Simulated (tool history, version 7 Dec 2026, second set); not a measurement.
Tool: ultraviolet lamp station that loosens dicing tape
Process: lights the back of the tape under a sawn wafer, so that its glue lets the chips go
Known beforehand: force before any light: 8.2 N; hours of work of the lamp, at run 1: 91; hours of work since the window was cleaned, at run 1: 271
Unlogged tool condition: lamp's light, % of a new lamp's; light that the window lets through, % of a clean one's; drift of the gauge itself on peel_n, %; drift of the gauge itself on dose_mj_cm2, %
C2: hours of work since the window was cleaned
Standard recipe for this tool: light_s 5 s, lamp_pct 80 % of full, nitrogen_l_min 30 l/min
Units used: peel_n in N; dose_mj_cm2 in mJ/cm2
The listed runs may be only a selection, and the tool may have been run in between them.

Run 1, hour 0: usual settings; hours of work of the lamp 91; C2 271. Result: peel_n 0.233 N, dose_mj_cm2 422 mJ/cm2.
Run 2, hour 9.6: usual settings; hours of work of the lamp 96; C2 276. Result: peel_n 0.245 N, dose_mj_cm2 422 mJ/cm2.
Run 3, hour 21.2: usual settings; hours of work of the lamp 102; C2 281. Result: peel_n 0.235 N, dose_mj_cm2 427 mJ/cm2.
Run 4, hour 31.3: usual settings but lamp_pct 85 % of full; hours of work of the lamp 107; C2 286. Result: peel_n 0.227 N, dose_mj_cm2 449 mJ/cm2.
Run 5, hour 42.8: usual settings but lamp_pct 96 % of full; hours of work of the lamp 112; C2 292. Result: peel_n 0.202 N, dose_mj_cm2 512 mJ/cm2.
Run 6, hour 53.1: usual settings; hours of work of the lamp 117; C2 297. Result: peel_n 0.239 N, dose_mj_cm2 417 mJ/cm2.
Run 7, hour 65.1: usual settings but lamp_pct 96 % of full; hours of work of the lamp 123; C2 303. Result: peel_n 0.197 N, dose_mj_cm2 501 mJ/cm2.
Run 8, hour 71.5: usual settings but lamp_pct 96 % of full; hours of work of the lamp 126; C2 306. Result: peel_n 0.205 N, dose_mj_cm2 511 mJ/cm2.
Run 9, hour 80.9: usual settings; hours of work of the lamp 131; C2 311. Result: peel_n 0.237 N, dose_mj_cm2 424 mJ/cm2.
Run 10, hour 92.3: usual settings; hours of work of the lamp 137; C2 316. Result: peel_n 0.25 N, dose_mj_cm2 427 mJ/cm2.
Run 11, hour 103.3: usual settings; hours of work of the lamp 142; C2 322. Result: peel_n 0.24 N, dose_mj_cm2 423 mJ/cm2.
Run 12, hour 109.5: usual settings; hours of work of the lamp 145; C2 325. Result: peel_n 0.236 N, dose_mj_cm2 420 mJ/cm2.
Run 13, hour 115.7: usual settings but lamp_pct 95 % of full; hours of work of the lamp 148; C2 328. Result: peel_n 0.201 N, dose_mj_cm2 502 mJ/cm2.
Run 14, hour 127.1: usual settings but nitrogen_l_min 13 l/min; hours of work of the lamp 154; C2 333. Result: peel_n 0.37 N, dose_mj_cm2 424 mJ/cm2.
Run 15, hour 139.2: usual settings but light_s 4 s, nitrogen_l_min 13 l/min; hours of work of the lamp 159; C2 339. Result: peel_n 0.576 N, dose_mj_cm2 334 mJ/cm2.
Run 16, hour 147: usual settings but light_s 2 s, nitrogen_l_min 17 l/min; hours of work of the lamp 163; C2 343. Result: peel_n 1.689 N, dose_mj_cm2 169 mJ/cm2.
At hour 149.9: window cleaned of glue's vapour.
Run 17, hour 155: usual settings but light_s 2 s, nitrogen_l_min 17 l/min; hours of work of the lamp 167; C2 2. Result: peel_n 1.661 N, dose_mj_cm2 171 mJ/cm2.
Run 18, hour 163.9: usual settings but light_s 2 s, nitrogen_l_min 17 l/min; hours of work of the lamp 171; C2 7. Result: peel_n 1.762 N, dose_mj_cm2 170 mJ/cm2.

Run 19 is up next; what results do you expect?
Run 19, hour 174.3: usual settings but light_s 2 s, nitrogen_l_min 17 l/min; hours of work of the lamp 176; C2 12. Result: peel_n ?, dose_mj_cm2 ?.

{"run 19": {"peel_n": 1.708, "dose_mj_cm2": 171}}
On a tool with no hidden condition, and with the same random variation, this run would have come out at peel_n 1.706 N, dose_mj_cm2 171 mJ/cm2.

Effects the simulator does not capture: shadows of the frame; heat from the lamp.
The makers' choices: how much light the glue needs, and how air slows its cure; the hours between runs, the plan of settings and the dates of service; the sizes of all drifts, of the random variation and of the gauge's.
